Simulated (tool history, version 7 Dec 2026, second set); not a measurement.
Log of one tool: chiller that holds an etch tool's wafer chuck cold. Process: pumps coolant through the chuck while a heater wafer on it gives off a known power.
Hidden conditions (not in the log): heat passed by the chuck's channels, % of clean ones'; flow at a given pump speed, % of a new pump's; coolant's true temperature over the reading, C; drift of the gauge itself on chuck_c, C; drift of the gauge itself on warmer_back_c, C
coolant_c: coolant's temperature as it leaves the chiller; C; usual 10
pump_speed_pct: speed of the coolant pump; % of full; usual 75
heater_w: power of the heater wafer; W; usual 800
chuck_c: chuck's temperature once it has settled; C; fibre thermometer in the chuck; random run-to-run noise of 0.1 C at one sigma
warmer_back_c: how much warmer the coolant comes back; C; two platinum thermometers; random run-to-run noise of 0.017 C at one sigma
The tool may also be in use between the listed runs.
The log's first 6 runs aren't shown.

run	day	coolant_c	pump_speed_pct	heater_w	hours since the coolant was changed and the channels were flushed	hours since the pump was overhauled	hours since the chiller's thermometer was calibrated	chuck_c	warmer_back_c
7	36.738	10	72	800	4118	2848	1805	16.2	2.64
8	43.904	10	75	800	4290	3020	1977	16.0	2.51
# day 47.267: coolant changed, channels flushed
9	48.292	4	75	800	25	3120	2076	10.0	2.56
10	57.096	4	75	800	236	3331	2287	10.2	2.55
11	66.000	4	75	800	450	3545	2501	9.9	2.56
12	74.896	4	75	800	663	3758	2714	10.2	2.58
13	79.946	2	75	800	784	3879	2836	8.0	2.60
14	87.096	2	75	800	956	4051	3007	8.2	2.61
15	94.183	10	75	800	1126	4221	3177	16.0	2.58
16	101.192	10	83	800	1294	4389	3346	15.9	2.36
17	106.667	3	60	683	1426	4521	3477	9.2	2.77
18	115.662	12	79	710	1641	4737	3693	17.1	2.25
19	123.975	17	73	864	1841	4936	3892	23.4	2.89
# day 125.412: coolant pump overhauled
20	132.971	17	73	632	2052	181	4103	21.9	2.18
21	141.083	17	73	632	2247	376	4298	21.8	2.19
22	145.325	10	75	619	2348	478	4400	14.7	2.06
23	154.288	11	75	508	2563	693	4615	14.8	1.74
24	161.475	18	75	614	2736	865	4787	22.6	2.10
25	170.221	7	75	800	2946	1075	4997	13.0	2.68
26	178.792	5	77	989	3152	1281	5203	12.4	3.20
27	185.817	10	79	1095	3320	1450	5372	17.8	3.44
28	190.112	10	86	1095	3423	1553	5475	17.4	3.20
# day 194.738: chiller's thermometer calibrated
29	194.738	3	67	1095	3533	1663	0	12.1	3.99
30	200.412	3	60	460	3669	1799	136	7.3	2.01
31	208.696	3	60	460	3868	1998	335	7.2	2.02

What if the next run were any one of these 5? Each begins from the tool's condition after run 31:
A	214.475	19	85	832	4007	2136	474	?	?
B	214.475	17	60	1193	4007	2136	474	?	?
C	214.475	1	75	800	4007	2136	474	?	?
D	214.475	17	91	580	4007	2136	474	?	?
E	214.475	3	60	427	4007	2136	474	?	?

run	chuck_c	warmer_back_c
A	24.6	2.54
B	27.8	4.84
C	7.1	2.72
D	20.9	1.80
E	6.9	1.89
The same runs, with their run-to-run variation unchanged, on a tool lacking any hidden condition would have given:
run	chuck_c	warmer_back_c
A	24.6	2.29
B	27.8	4.59
C	7.1	2.46
D	20.9	1.54
E	6.9	1.63
